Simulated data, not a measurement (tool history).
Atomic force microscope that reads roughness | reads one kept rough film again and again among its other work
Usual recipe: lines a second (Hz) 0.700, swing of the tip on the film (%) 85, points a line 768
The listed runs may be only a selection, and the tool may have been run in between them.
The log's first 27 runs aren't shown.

run	day	lines a second (Hz)	swing of the tip on the film (%)	points a line	pictures with this tip	hours of work since the height scale was calibrated	roughness of the kept film (nm (root mean square))
28	16.875	1.878	89	261	77	338	2.364
29	17.275	1.878	73	498	86	342	2.434
30	17.983	2.064	84	768	101	349	2.269
# day 18.108: new tip fitted
31	18.529	2.905	58	269	9	354	3.211
32	19.246	0.994	65	561	25	361	3.096
33	19.888	0.700	87	337	39	368	2.857
34	20.688	0.700	87	612	56	375	2.695
35	21.529	0.700	87	612	75	384	2.548

Estimate the outcome of run 36 from the log above:
36	21.938	0.700	87	612	84	388	?

roughness of the kept film (nm (root mean square)): 2.454
With no hidden state in the tool, this same run would have given roughness of the kept film (nm (root mean square)) 3.368.
